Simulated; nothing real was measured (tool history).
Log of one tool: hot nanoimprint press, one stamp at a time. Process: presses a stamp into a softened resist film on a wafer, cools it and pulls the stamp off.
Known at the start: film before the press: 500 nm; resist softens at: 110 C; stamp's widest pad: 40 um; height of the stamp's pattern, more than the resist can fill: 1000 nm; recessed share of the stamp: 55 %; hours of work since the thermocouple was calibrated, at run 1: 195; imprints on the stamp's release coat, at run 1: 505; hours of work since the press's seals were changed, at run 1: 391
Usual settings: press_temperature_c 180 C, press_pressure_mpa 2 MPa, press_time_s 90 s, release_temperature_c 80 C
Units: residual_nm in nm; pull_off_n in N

| run | hour | press_temperature_c | press_pressure_mpa | press_time_s | release_temperature_c | hours of work since the thermocouple was calibrated | imprints on the stamp's release coat | hours of work since the press's seals were changed | residual_nm | pull_off_n |
|---|---|---|---|---|---|---|---|---|---|---|
| 1 | 0 | 180 | 2 | 90 | 80 | 195 | 505 | 391 | 269.8 | 144 |
|  | 13.8 | stamp cleaned and given a new release coat |
| 2 | 81 | 180 | 2 | 90 | 80 | 232 | 131 | 428 | 273.2 | 146 |
| 3 | 123.1 | 180 | 2 | 90 | 80 | 253 | 213 | 449 | 270.3 | 145 |
| 4 | 162.9 | 180 | 2 | 90 | 80 | 273 | 291 | 469 | 272.6 | 144 |
|  | 184.6 | plate thermocouple calibrated |
| 5 | 247.7 | 180 | 2 | 50 | 80 | 31 | 450 | 510 | 317.1 | 145 |
|  | 289.3 | stamp cleaned and given a new release coat |
| 6 | 345.4 | 180 | 2 | 50 | 80 | 77 | 110 | 556 | 321.4 | 146 |
| 7 | 421.6 | 180 | 2 | 60 | 80 | 115 | 258 | 593 | 302.3 | 144 |
| 8 | 505.5 | 180 | 2 | 60 | 80 | 157 | 422 | 635 | 302.4 | 145 |
|  | 565 | stamp cleaned and given a new release coat |
| 9 | 577.6 | 175 | 2 | 60 | 80 | 190 | 24 | 668 | 355.2 | 145 |
| 10 | 654.3 | 175 | 2 | 60 | 80 | 228 | 174 | 707 | 349.2 | 147 |
| 11 | 743.1 | 175 | 2 | 60 | 87 | 273 | 347 | 751 | 350.7 | 113 |
|  | 767.8 | plate thermocouple calibrated |
| 12 | 800.9 | 175 | 2 | 60 | 80 | 17 | 453 | 778 | 349.9 | 146 |
|  | 838 | stamp cleaned and given a new release coat |
| 13 | 892.3 | 175 | 2 | 60 | 80 | 59 | 106 | 821 | 351.7 | 141 |
| 14 | 967.9 | 175 | 2 | 60 | 80 | 97 | 253 | 859 | 349.1 | 140 |
| 15 | 1061.6 | 175 | 2 | 60 | 80 | 144 | 436 | 905 | 352.8 | 148 |
|  | 1106 | stamp cleaned and given a new release coat |
| 16 | 1129.1 | 175 | 2 | 60 | 80 | 174 | 45 | 936 | 349 | 149 |
| 17 | 1216.2 | 180 | 2.87 | 108 | 80 | 218 | 215 | 980 | 208.8 | 144 |
| 18 | 1267.3 | 180 | 2 | 90 | 82 | 243 | 315 | 1005 | 271.7 | 134 |
| 19 | 1331.9 | 177 | 1.45 | 53 | 73 | 276 | 440 | 1037 | 383.1 | 175 |
|  | 1351.8 | plate thermocouple calibrated |
|  | 1381.2 | stamp cleaned and given a new release coat |
| 20 | 1424.8 | 177 | 1.45 | 145 | 73 | 33 | 85 | 1079 | 304.8 | 175 |
| 21 | 1501.7 | 191 | 1.74 | 168 | 74 | 72 | 235 | 1118 | 168.2 | 167 |
| 22 | 1541.8 | 191 | 1.74 | 168 | 74 | 92 | 313 | 1137 | 165.5 | 167 |
| 23 | 1616.5 | 180 | 2 | 133 | 80 | 129 | 458 | 1175 | 241.5 | 143 |
|  | 1648.1 | press's hydraulic seals changed and the load cell set to zero |
|  | 1662.1 | stamp cleaned and given a new release coat |
| 24 | 1672 | 172 | 1.89 | 90 | 70 | 150 | 19 | 9 | 351.3 | 189 |
| 25 | 1725.9 | 170 | 2.69 | 74 | 72 | 177 | 124 | 36 | 339.7 | 179 |
| 26 | 1819.6 | 186 | 2.69 | 74 | 82 | 223 | 307 | 83 | 202.3 | 133 |
| 27 | 1884.6 | 186 | 2.69 | 74 | 82 | 256 | 433 | 115 | 202.4 | 140 |
|  | 1934 | stamp cleaned and given a new release coat |
|  | 1945.4 | plate thermocouple calibrated |
| 28 | 1956.9 | 180 | 1.48 | 66 | 73 | 6 | 39 | 147 | 342.3 | 175 |
| 29 | 2005.5 | 180 | 1.48 | 66 | 73 | 30 | 133 | 171 | 335.6 | 182 |
| 30 | 2092.4 | 180 | 1.48 | 66 | 73 | 73 | 303 | 214 | 339.6 | 178 |

Forecast each of these 3 alternatives for the next run:
| A | 2172.2 | 191 | 1.41 | 66 | 73 | 113 | 458 | 254 | ? | ? |
| B | 2172.2 | 180 | 1.25 | 80 | 85 | 113 | 458 | 254 | ? | ? |
| C | 2172.2 | 170 | 2.64 | 66 | 73 | 113 | 458 | 254 | ? | ? |

| run | residual_nm | pull_off_n |
|---|---|---|
| A | 254.7 | 175 |
| B | 347.9 | 125 |
| C | 350.5 | 176 |
Without the tool's hidden state the same runs would have given:
| run | residual_nm | pull_off_n |
|---|---|---|
| A | 254.3 | 173 |
| B | 347.5 | 124 |
| C | 349.9 | 174 |

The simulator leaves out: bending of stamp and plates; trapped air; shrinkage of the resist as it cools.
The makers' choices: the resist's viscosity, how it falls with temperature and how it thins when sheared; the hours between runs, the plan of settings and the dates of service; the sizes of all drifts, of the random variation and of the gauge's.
